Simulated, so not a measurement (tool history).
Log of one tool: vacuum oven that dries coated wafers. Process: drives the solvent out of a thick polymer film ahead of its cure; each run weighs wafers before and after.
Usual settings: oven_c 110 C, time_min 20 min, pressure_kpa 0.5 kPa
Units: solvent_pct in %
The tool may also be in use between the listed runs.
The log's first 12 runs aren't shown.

Run 13, day 5.662: usual settings but oven_c 103 C. Result: solvent_pct 6.9 %.
Run 14, day 6.204: usual settings but oven_c 103 C. Result: solvent_pct 6.7 %.
Run 15, day 6.529: usual settings but oven_c 103 C. Result: solvent_pct 6.86 %.
Run 16, day 7.142: usual settings but oven_c 103 C, time_min 10 min, pressure_kpa 1.791 kPa. Result: solvent_pct 11.27 %.
Run 17, day 7.683: usual settings but oven_c 103 C, time_min 10 min, pressure_kpa 1.791 kPa. Result: solvent_pct 11.47 %.
Run 18, day 8.112: usual settings but oven_c 97 C, time_min 22 min. Result: solvent_pct 8.8 %.
Run 19, day 8.462: usual settings but oven_c 113 C, time_min 16 min, pressure_kpa 0.644 kPa. Result: solvent_pct 4.3 %.
Run 20, day 8.908: usual settings but oven_c 124 C, pressure_kpa 0.921 kPa. Result: solvent_pct 0.89 %.
Run 21, day 9.462: usual settings but oven_c 106 C, time_min 11 min, pressure_kpa 0.477 kPa. Result: solvent_pct 9.27 %.
Run 22, day 9.896: usual settings but oven_c 120 C, pressure_kpa 0.422 kPa. Result: solvent_pct 1.23 %.
Run 23, day 10.521: usual settings but time_min 25 min. Result: solvent_pct 2.99 %.
Run 24, day 10.908: usual settings but oven_c 107 C, time_min 21 min, pressure_kpa 1.409 kPa. Result: solvent_pct 5.59 %.
Run 25, day 11.55: usual settings but oven_c 107 C, time_min 21 min, pressure_kpa 1.409 kPa. Result: solvent_pct 5.49 %.
Run 26, day 11.838: usual settings but oven_c 107 C, time_min 21 min, pressure_kpa 1.409 kPa. Result: solvent_pct 5.37 %.
Run 27, day 12.362: usual settings but oven_c 102 C, pressure_kpa 0.696 kPa. Result: solvent_pct 7.32 %.
Run 28, day 12.962: usual settings but oven_c 119 C, time_min 34 min, pressure_kpa 1.22 kPa. Result: solvent_pct 0.77 %.
Run 29, day 13.458: usual settings but oven_c 119 C, time_min 34 min, pressure_kpa 1.22 kPa. Result: solvent_pct 0.83 %.
Run 30, day 14.054: usual settings but oven_c 119 C, time_min 34 min, pressure_kpa 1.22 kPa. Result: solvent_pct 0.77 %.

Forecast each of these 5 alternatives for the next run:
Run A, day 14.55: usual settings but oven_c 119 C, time_min 21 min, pressure_kpa 0.919 kPa. Result: solvent_pct ?.
Run B, day 14.55: usual settings but oven_c 104 C. Result: solvent_pct ?.
Run C, day 14.55: usual settings but time_min 15 min, pressure_kpa 0.323 kPa. Result: solvent_pct ?.
Run D, day 14.55: usual settings but time_min 34 min, pressure_kpa 1.22 kPa. Result: solvent_pct ?.
Run E, day 14.55: usual settings but oven_c 119 C, time_min 34 min, pressure_kpa 0.617 kPa. Result: solvent_pct ?.

run  solvent_pct
  A         1.55
  B         6.43
  C         5.61
  D         2.06
  E         0.45
Without the tool's hidden state the same runs would have given:
run  solvent_pct
  A         1.54
  B         6.41
  C         5.59
  D         2.04
  E         0.45

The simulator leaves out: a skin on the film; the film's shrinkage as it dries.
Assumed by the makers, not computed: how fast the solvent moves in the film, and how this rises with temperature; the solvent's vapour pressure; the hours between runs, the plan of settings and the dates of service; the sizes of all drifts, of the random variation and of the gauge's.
